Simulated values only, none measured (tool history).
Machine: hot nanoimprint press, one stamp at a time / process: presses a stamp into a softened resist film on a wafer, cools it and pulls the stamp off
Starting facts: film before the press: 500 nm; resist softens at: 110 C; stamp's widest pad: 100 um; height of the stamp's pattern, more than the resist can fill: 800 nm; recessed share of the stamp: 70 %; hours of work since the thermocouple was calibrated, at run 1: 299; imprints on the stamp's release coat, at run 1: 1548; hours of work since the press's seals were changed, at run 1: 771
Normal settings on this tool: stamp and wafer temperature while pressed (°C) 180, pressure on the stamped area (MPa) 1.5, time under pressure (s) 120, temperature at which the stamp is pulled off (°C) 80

run,day,stamp and wafer temperature while pressed (°C),pressure on the stamped area (MPa),time under pressure (s),temperature at which the stamp is pulled off (°C),hours of work since the thermocouple was calibrated,imprints on the stamp's release coat,hours of work since the press's seals were changed,resist left under the stamp's widest pad (angstrom),greatest force while the stamp is pulled off (N)
1,0,180,1.5,120,80,299,1548,771,2253,140
2,2.804,180,1.5,120,80,326,1750,798,2264,139
3,6.358,180,2.07,120,80,360,2006,832,1869,141
4,9.871,180,1.5,97,80,394,2258,866,2420,143
# day 10.3: plate thermocouple calibrated
# day 10.55: stamp cleaned and given a new release coat
5,13.379,180,2.03,120,80,27,204,896,1899,136
6,16.096,180,2.11,120,80,54,399,923,1860,138
7,17.933,180,2.11,120,87,71,532,940,1849,122
8,21.862,190,2.11,120,87,109,814,978,1353,126
9,23.512,180,1.5,120,67,125,933,994,2257,177
10,25.538,180,1.5,120,67,145,1079,1014,2260,174
11,27.554,180,1.5,120,67,164,1224,1033,2263,175
12,29.488,180,1.5,120,67,183,1363,1052,2263,182
13,31.196,180,1.5,120,67,200,1486,1068,2260,175
14,34.454,175,1.5,120,67,231,1720,1100,2646,170
15,37.05,175,1.5,94,67,256,1907,1125,2830,178
# day 38.208: press's hydraulic seals changed and the load cell set to zero
16,40.167,175,1.5,94,67,283,2107,19,2831,177
# day 42.912: stamp cleaned and given a new release coat
17,42.983,175,1.5,94,67,308,5,44,2838,180
18,46.654,180,1.5,61,80,343,269,79,2782,145
19,48.329,180,1.5,118,87,359,390,95,2273,126
20,52.054,187,1.95,80,79,395,658,131,1795,146
# day 52.471: plate thermocouple calibrated
21,55.058,180,1.02,203,78,25,865,159,2370,148
22,58.8,180,1.02,203,78,61,1134,195,2371,150
23,60.433,180,1.02,203,78,77,1252,211,2368,147
24,62.475,180,1.02,203,78,97,1399,231,2371,148
25,65.846,170,1.5,61,80,129,1641,263,3618,135
26,68.775,180,2.17,120,80,158,1852,292,1824,141
27,71.675,171,0.96,90,68,186,2061,320,3826,170
28,74.121,181,1.5,62,87,209,2237,343,2696,131
# day 75.2: stamp cleaned and given a new release coat
29,76.021,171,2.21,110,69,225,59,359,2508,168

Hidden condition of the tool, last listed run before each entry between runs versus first listed run after:
In the gap between runs 4 and 5: plate thermocouple calibrated (day 10.3); stamp cleaned and given a new release coat (day 10.55)
  true temperature over the reading, C: 0.01 -> 0; grip of the stamp's worn release coat, % over a new coat's: 1 -> 0.1
In the gap between runs 15 and 16: press's hydraulic seals changed and the load cell set to zero (day 38.208)
  pressure that arrives at the usual setting, %: 99.96 -> 99.99; grip of the stamp's worn release coat, % over a new coat's: 0.8 -> 0.9
In the gap between runs 16 and 17: stamp cleaned and given a new release coat (day 42.912)
  true temperature over the reading, C: 0 -> 0.01; grip of the stamp's worn release coat, % over a new coat's: 0.9 -> 0
In the gap between runs 20 and 21: plate thermocouple calibrated (day 52.471)
  true temperature over the reading, C: 0.01 -> 0; grip of the stamp's worn release coat, % over a new coat's: 0.3 -> 0.4
In the gap between runs 28 and 29: stamp cleaned and given a new release coat (day 75.2)
  grip of the stamp's worn release coat, % over a new coat's: 0.9 -> 0

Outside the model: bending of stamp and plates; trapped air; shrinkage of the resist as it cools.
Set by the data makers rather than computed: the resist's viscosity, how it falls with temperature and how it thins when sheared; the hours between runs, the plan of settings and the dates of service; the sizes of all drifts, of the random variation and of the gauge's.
